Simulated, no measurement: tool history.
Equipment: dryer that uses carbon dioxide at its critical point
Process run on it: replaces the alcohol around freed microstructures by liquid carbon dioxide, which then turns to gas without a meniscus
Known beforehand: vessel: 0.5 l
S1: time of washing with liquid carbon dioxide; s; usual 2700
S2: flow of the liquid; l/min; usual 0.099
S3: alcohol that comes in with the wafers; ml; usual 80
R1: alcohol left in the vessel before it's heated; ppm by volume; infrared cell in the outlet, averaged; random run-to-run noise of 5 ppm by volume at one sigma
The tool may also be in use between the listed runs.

{"run": 1, "hour": 0.0, "S1": 2700, "S2": 0.099, "S3": 80, "R1": 98}
{"run": 2, "hour": 37.7, "S1": 2700, "S2": 0.1112, "S3": 80, "R1": 76}
{"run": 3, "hour": 72.6, "S1": 2700, "S2": 0.1112, "S3": 80, "R1": 76}
{"run": 4, "hour": 94.1, "S1": 2700, "S2": 0.1112, "S3": 80, "R1": 77}
{"run": 5, "hour": 119.8, "S1": 2700, "S2": 0.1112, "S3": 80, "R1": 78}
{"run": 6, "hour": 159.2, "S1": 2700, "S2": 0.099, "S3": 80, "R1": 110}
{"run": 7, "hour": 195.9, "S1": 2700, "S2": 0.099, "S3": 80, "R1": 114}
{"run": 8, "hour": 214.7, "S1": 2700, "S2": 0.099, "S3": 80, "R1": 101}
{"run": 9, "hour": 253.5, "S1": 2700, "S2": 0.099, "S3": 80, "R1": 109}
{"run": 10, "hour": 281.6, "S1": 2700, "S2": 0.099, "S3": 80, "R1": 122}
{"run": 11, "hour": 320.5, "S1": 2700, "S2": 0.099, "S3": 80, "R1": 119}
{"run": 12, "hour": 363.2, "S1": 2700, "S2": 0.099, "S3": 80, "R1": 122}
{"run": 13, "hour": 385.3, "S1": 2700, "S2": 0.099, "S3": 80, "R1": 128}
{"run": 14, "hour": 408.4, "S1": 2700, "S2": 0.099, "S3": 80, "R1": 127}
{"run": 15, "hour": 445.6, "S1": 1800, "S2": 0.0668, "S3": 27, "R1": 1234}
{"run": 16, "hour": 482.3, "S1": 1800, "S2": 0.0668, "S3": 27, "R1": 1237}
{"run": 17, "hour": 516.1, "S1": 2700, "S2": 0.0778, "S3": 80, "R1": 301}
{"run": 18, "hour": 555.3, "S1": 2100, "S2": 0.099, "S3": 68, "R1": 302}
{"run": 19, "hour": 576.2, "S1": 3780, "S2": 0.073, "S3": 27, "R1": 117}
{"run": 20, "hour": 620.2, "S1": 2700, "S2": 0.0719, "S3": 25, "R1": 221}
{"run": 21, "hour": 661.3, "S1": 2700, "S2": 0.1291, "S3": 25, "R1": 107}
{"run": 22, "hour": 702.5, "S1": 2700, "S2": 0.1291, "S3": 25, "R1": 104}
{"run": 23, "hour": 739.2, "S1": 2700, "S2": 0.1291, "S3": 25, "R1": 112}
{"run": 24, "hour": 764.8, "S1": 2700, "S2": 0.1453, "S3": 80, "R1": 126}
{"run": 25, "hour": 796.6, "S1": 2700, "S2": 0.0722, "S3": 24, "R1": 228}

Alternative continuations, all from the tool just after run 25; predict every row:
{"hour": 805.1, "done": "inlet filter changed"}
{"run": "A", "hour": 827.4, "S1": 2640, "S2": 0.0722, "S3": 60, "R1": "?"}
{"hour": 805.1, "done": "inlet filter changed"}
{"run": "B", "hour": 827.4, "S1": 2700, "S2": 0.0722, "S3": 28, "R1": "?"}
{"hour": 805.1, "done": "inlet filter changed"}
{"run": "C", "hour": 827.4, "S1": 3960, "S2": 0.0871, "S3": 24, "R1": "?"}

run=A R1=326
run=B R1=201
run=C R1=115
The same runs, with their run-to-run variation unchanged, on a tool lacking any hidden condition would have given:
run=A R1=210
run=B R1=87
run=C R1=3
